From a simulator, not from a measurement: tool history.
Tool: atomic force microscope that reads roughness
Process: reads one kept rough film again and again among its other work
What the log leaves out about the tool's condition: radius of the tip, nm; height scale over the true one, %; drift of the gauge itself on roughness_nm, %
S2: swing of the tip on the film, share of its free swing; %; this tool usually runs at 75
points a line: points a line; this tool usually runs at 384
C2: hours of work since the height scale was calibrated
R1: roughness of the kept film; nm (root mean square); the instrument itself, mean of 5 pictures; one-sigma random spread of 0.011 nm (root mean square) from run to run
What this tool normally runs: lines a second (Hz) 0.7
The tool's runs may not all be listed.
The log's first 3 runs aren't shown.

-- day=6.5 new tip fitted
run 4 day=6.692 | lines_a_second_(Hz)=0.7 S2=75 points_a_line=384 | pictures_with_this_tip=4 C2=657 | R1=2.561
run 5 day=7.912 | lines_a_second_(Hz)=0.7 S2=75 points_a_line=309 | pictures_with_this_tip=35 C2=669 | R1=2.195
-- day=10.221 new tip fitted
run 6 day=10.221 | lines_a_second_(Hz)=0.7 S2=75 points_a_line=309 | pictures_with_this_tip=0 C2=693 | R1=2.579
run 7 day=12.467 | lines_a_second_(Hz)=0.7 S2=75 points_a_line=309 | pictures_with_this_tip=55 C2=717 | R1=2.024
-- day=13.875 new tip fitted
run 8 day=14.538 | lines_a_second_(Hz)=0.7 S2=75 points_a_line=384 | pictures_with_this_tip=16 C2=738 | R1=2.397
run 9 day=15.758 | lines_a_second_(Hz)=0.7 S2=75 points_a_line=384 | pictures_with_this_tip=47 C2=751 | R1=2.06
-- day=17.633 new tip fitted
run 10 day=18.038 | lines_a_second_(Hz)=0.7 S2=61 points_a_line=384 | pictures_with_this_tip=10 C2=774 | R1=2.568
run 11 day=19.596 | lines_a_second_(Hz)=0.7 S2=61 points_a_line=384 | pictures_with_this_tip=48 C2=790 | R1=2.173
-- day=21.4 new tip fitted
run 12 day=21.4 | lines_a_second_(Hz)=2.565 S2=75 points_a_line=384 | pictures_with_this_tip=0 C2=809 | R1=2.312
run 13 day=23.154 | lines_a_second_(Hz)=2.565 S2=75 points_a_line=384 | pictures_with_this_tip=43 C2=827 | R1=1.886
run 14 day=24.588 | lines_a_second_(Hz)=2.565 S2=75 points_a_line=384 | pictures_with_this_tip=79 C2=842 | R1=1.629
-- day=25.071 new tip fitted
run 15 day=26.338 | lines_a_second_(Hz)=2.565 S2=75 points_a_line=384 | pictures_with_this_tip=32 C2=860 | R1=1.983
run 16 day=27.292 | lines_a_second_(Hz)=2.565 S2=75 points_a_line=384 | pictures_with_this_tip=56 C2=870 | R1=1.789
-- day=28.7 new tip fitted
run 17 day=29.288 | lines_a_second_(Hz)=2.565 S2=75 points_a_line=384 | pictures_with_this_tip=15 C2=891 | R1=2.151
run 18 day=30.625 | lines_a_second_(Hz)=2.565 S2=75 points_a_line=384 | pictures_with_this_tip=48 C2=905 | R1=1.856
-- day=32.421 new tip fitted
run 19 day=32.45 | lines_a_second_(Hz)=2.565 S2=75 points_a_line=384 | pictures_with_this_tip=1 C2=923 | R1=2.316
run 20 day=34.562 | lines_a_second_(Hz)=2.565 S2=75 points_a_line=384 | pictures_with_this_tip=53 C2=945 | R1=1.814
-- day=36.05 new tip fitted
run 21 day=36.425 | lines_a_second_(Hz)=2.565 S2=75 points_a_line=260 | pictures_with_this_tip=9 C2=965 | R1=2.19
run 22 day=38.346 | lines_a_second_(Hz)=2.565 S2=75 points_a_line=260 | pictures_with_this_tip=57 C2=985 | R1=1.776
-- day=39.754 new tip fitted
run 23 day=40.562 | lines_a_second_(Hz)=0.7 S2=85 points_a_line=384 | pictures_with_this_tip=20 C2=1008 | R1=2.31
-- day=40.738 height scale calibrated on a step standard
run 24 day=42.129 | lines_a_second_(Hz)=0.7 S2=85 points_a_line=790 | pictures_with_this_tip=58 C2=14 | R1=1.989
run 25 day=43.221 | lines_a_second_(Hz)=0.616 S2=56 points_a_line=890 | pictures_with_this_tip=85 C2=26 | R1=1.898
-- day=43.488 new tip fitted
run 26 day=45.383 | lines_a_second_(Hz)=0.961 S2=56 points_a_line=890 | pictures_with_this_tip=48 C2=48 | R1=2.113

Estimate the outcome of run 27 from the log above:
run 27 day=46.921 | lines_a_second_(Hz)=0.743 S2=72 points_a_line=890 | pictures_with_this_tip=86 C2=64 | R1=?

R1: 1.778 nm (root mean square)
On a tool with no hidden condition, and with the same random variation, this run would have come out at R1 2.677 nm (root mean square).
